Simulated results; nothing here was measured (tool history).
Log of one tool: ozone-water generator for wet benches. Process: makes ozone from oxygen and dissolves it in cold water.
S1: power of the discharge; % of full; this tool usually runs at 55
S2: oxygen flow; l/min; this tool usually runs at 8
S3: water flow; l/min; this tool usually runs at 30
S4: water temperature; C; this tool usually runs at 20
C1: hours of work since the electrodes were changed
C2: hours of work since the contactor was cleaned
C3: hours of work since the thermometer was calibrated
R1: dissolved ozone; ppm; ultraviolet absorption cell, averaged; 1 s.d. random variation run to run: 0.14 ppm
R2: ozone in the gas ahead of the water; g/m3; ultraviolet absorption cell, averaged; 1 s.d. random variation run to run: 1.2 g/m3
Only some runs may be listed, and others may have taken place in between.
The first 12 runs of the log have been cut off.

run,hour,S1,S2,S3,S4,C1,C2,C3,R1,R2
13,1296.6,70,8,30,20,5931,1915,1272,20.7,252.4
14,1418.9,70,8,30,20,6046,2030,1387,20.6,248
15,1583.8,55,8,30,20,6202,2186,1542,17.1,208.1
16,1727.4,55,8,30,20,6337,2321,1678,17.4,206
17,1933.6,55,8,30,20,6531,2515,1872,17.4,207.9
18,2020.8,55,4.67,30,20,6613,2597,1954,15.2,251.6
19,2106.1,55,13.32,28,15,6694,2678,2034,21.1,174
20,2212.3,55,13.32,28,15,6794,2778,2134,21.2,174.5
21,2329.7,55,8.31,30,20,6904,2888,2245,17.4,205.1
22,2530.4,82,9.42,19,17,7093,3077,2434,36.3,262.6
23,2651.4,62,6.59,44,15,7207,3191,2548,12.8,242.8
24,2755.9,85,4.18,42,17,7306,3290,2647,14.4,366.7
25,2857,85,10.77,33,17,7401,3385,2742,24.2,260.4
26,2961.8,85,4.6,33,23,7500,3484,2841,18.3,351.4
27,3064.9,89,5.45,28,17,7597,3581,2938,25.2,343.3
28,3234,90,8,29,19,7756,3740,3097,26.1,299.1
29,3373.2,90,8,20,19,7887,3871,3228,35.9,302.7
30,3543.9,90,8,20,19,8048,4032,3389,35.4,298.4
31,3664,63,8,30,16,8161,4145,3502,20.5,229.1

Consider 4 possible next runs. They are alternatives, not a sequence: every one starts from the tool as it was left by run 31. What does each give?
A,3750.9,58,8,25,12,8243,4227,3584,?,?
B,3750.9,63,8,30,19,8243,4227,3584,?,?
C,3750.9,68,8,30,22,8243,4227,3584,?,?
D,3750.9,63,9.56,30,16,8243,4227,3584,?,?

run,R1,R2
A,24.2,217.5
B,19.4,229.8
C,19.8,243.6
D,21.1,216.5
Stripped of hidden state, with their random variation kept, the same runs would have yielded:
run,R1,R2
A,24.3,217.9
B,19.5,230.2
C,19.9,244.1
D,21.1,216.9
